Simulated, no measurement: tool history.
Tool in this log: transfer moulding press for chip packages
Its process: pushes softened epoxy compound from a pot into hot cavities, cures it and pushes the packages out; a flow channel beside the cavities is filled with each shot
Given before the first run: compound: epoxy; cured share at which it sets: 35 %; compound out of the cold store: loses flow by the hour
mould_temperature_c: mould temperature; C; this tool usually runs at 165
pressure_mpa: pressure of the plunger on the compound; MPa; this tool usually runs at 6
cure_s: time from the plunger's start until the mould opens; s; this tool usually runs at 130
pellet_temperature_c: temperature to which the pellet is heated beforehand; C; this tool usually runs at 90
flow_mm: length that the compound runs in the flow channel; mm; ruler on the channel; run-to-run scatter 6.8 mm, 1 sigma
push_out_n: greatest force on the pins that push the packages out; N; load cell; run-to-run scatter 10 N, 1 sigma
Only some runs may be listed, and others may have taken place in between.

| run | hour | mould_temperature_c | pressure_mpa | cure_s | pellet_temperature_c | incoming compound's hours out of the cold store | flow_mm | push_out_n |
|---|---|---|---|---|---|---|---|---|
| 1 | 0 | 165 | 6 | 130 | 90 | 46.4 | 622 | 500 |
| 2 | 28.6 | 160 | 6 | 130 | 90 | 19.9 | 701 | 860 |
|  | 51.6 | cavities cleaned with cleaning compound and waxed |
| 3 | 51.6 | 160 | 6 | 130 | 90 | 42.3 | 643 | 549 |
| 4 | 72.3 | 160 | 6 | 130 | 90 | 11.4 | 724 | 761 |
| 5 | 105.4 | 160 | 6 | 130 | 90 | 41.8 | 631 | 889 |
|  | 111.3 | cavities cleaned with cleaning compound and waxed |
| 6 | 154.7 | 160 | 6 | 130 | 90 | 28.7 | 670 | 843 |
|  | 172.5 | cavities cleaned with cleaning compound and waxed |
| 7 | 177.5 | 160 | 6 | 130 | 90 | 8.7 | 725 | 632 |
| 8 | 225.6 | 160 | 6 | 130 | 90 | 47.1 | 608 | 853 |
|  | 233.9 | cavities cleaned with cleaning compound and waxed |
| 9 | 256.5 | 160 | 6 | 130 | 90 | 47.8 | 603 | 722 |
| 10 | 286.1 | 171 | 6 | 130 | 90 | 33.4 | 626 | 648 |
|  | 294.7 | cavities cleaned with cleaning compound and waxed |
|  | 317.5 | plunger's sealing rings changed |
| 11 | 336.6 | 171 | 6 | 130 | 90 | 29.5 | 686 | 581 |
|  | 356.5 | cavities cleaned with cleaning compound and waxed |
| 12 | 376.5 | 165 | 6 | 130 | 90 | 33.6 | 677 | 565 |
|  | 417.1 | cavities cleaned with cleaning compound and waxed |
| 13 | 422.3 | 165 | 6 | 130 | 90 | 29.2 | 689 | 479 |
| 14 | 468.2 | 165 | 6 | 130 | 90 | 15.5 | 724 | 713 |
|  | 477.2 | cavities cleaned with cleaning compound and waxed |
| 15 | 506.4 | 158 | 6 | 130 | 90 | 31.1 | 690 | 840 |
|  | 537.7 | cavities cleaned with cleaning compound and waxed |
| 16 | 538 | 158 | 6.19 | 160 | 90 | 28 | 714 | 453 |
| 17 | 577.9 | 167 | 5.9 | 150 | 81 | 31 | 662 | 583 |
|  | 584.3 | mould's thermocouples calibrated |
|  | 600.8 | cavities cleaned with cleaning compound and waxed |
| 18 | 616.4 | 167 | 5.9 | 150 | 81 | 22.4 | 690 | 479 |
| 19 | 640.8 | 165 | 6 | 142 | 83 | 31.7 | 667 | 614 |
|  | 662.5 | cavities cleaned with cleaning compound and waxed |
| 20 | 681.7 | 159 | 6.71 | 142 | 92 | 39.8 | 679 | 612 |
| 21 | 703.4 | 159 | 6.71 | 142 | 92 | 45.7 | 665 | 745 |
|  | 722.6 | cavities cleaned with cleaning compound and waxed |
| 22 | 736.4 | 165 | 4.82 | 130 | 90 | 9.1 | 643 | 528 |
|  | 781.5 | cavities cleaned with cleaning compound and waxed |
| 23 | 781.8 | 165 | 4.82 | 130 | 90 | 22.3 | 609 | 448 |
| 24 | 830.6 | 165 | 4.82 | 130 | 90 | 19.9 | 591 | 676 |
|  | 843.9 | cavities cleaned with cleaning compound and waxed |
| 25 | 865.9 | 165 | 4.82 | 130 | 90 | 11.5 | 619 | 580 |
|  | 880.8 | mould's thermocouples calibrated, once more |
| 26 | 896.6 | 169 | 6.05 | 163 | 82 | 30.2 | 639 | 647 |
|  | 905.6 | cavities cleaned with cleaning compound and waxed |
| 27 | 938.1 | 168 | 6.08 | 151 | 92 | 42.7 | 606 | 548 |

Table of differences, measured result less the result of that run with no hidden state. Run-to-run variation is the same in both. Gauge scatter possibly is not:
Unlogged tool condition in this case: true mould temperature over the reading, C; pressure that reaches the compound, % of what is set; grip of the stained cavities, % over clean ones'; drift of the gauge itself on flow_mm, %; drift of the gauge itself on push_out_n, %.
| run | flow_mm | push_out_n |
|---|---|---|
| 1 | -30 | +49 |
| 2 | -37 | +264 |
| 3 | -36 | -3 |
| 4 | -43 | +160 |
| 5 | -40 | +330 |
| 6 | -48 | +284 |
| 7 | -55 | +27 |
| 8 | -50 | +303 |
| 9 | -53 | +166 |
| 10 | -57 | +246 |
| 11 | -5 | +187 |
| 12 | -8 | +114 |
| 13 | -12 | +25 |
| 14 | -18 | +251 |
| 15 | -21 | +205 |
| 16 | -25 | -6 |
| 17 | -26 | +187 |
| 18 | -32 | +84 |
| 19 | -33 | +195 |
| 20 | -39 | +102 |
| 21 | -39 | +224 |
| 22 | -41 | +69 |
| 23 | -43 | -8 |
| 24 | -47 | +226 |
| 25 | -52 | +120 |
| 26 | -56 | +248 |
| 27 | -56 | +162 |

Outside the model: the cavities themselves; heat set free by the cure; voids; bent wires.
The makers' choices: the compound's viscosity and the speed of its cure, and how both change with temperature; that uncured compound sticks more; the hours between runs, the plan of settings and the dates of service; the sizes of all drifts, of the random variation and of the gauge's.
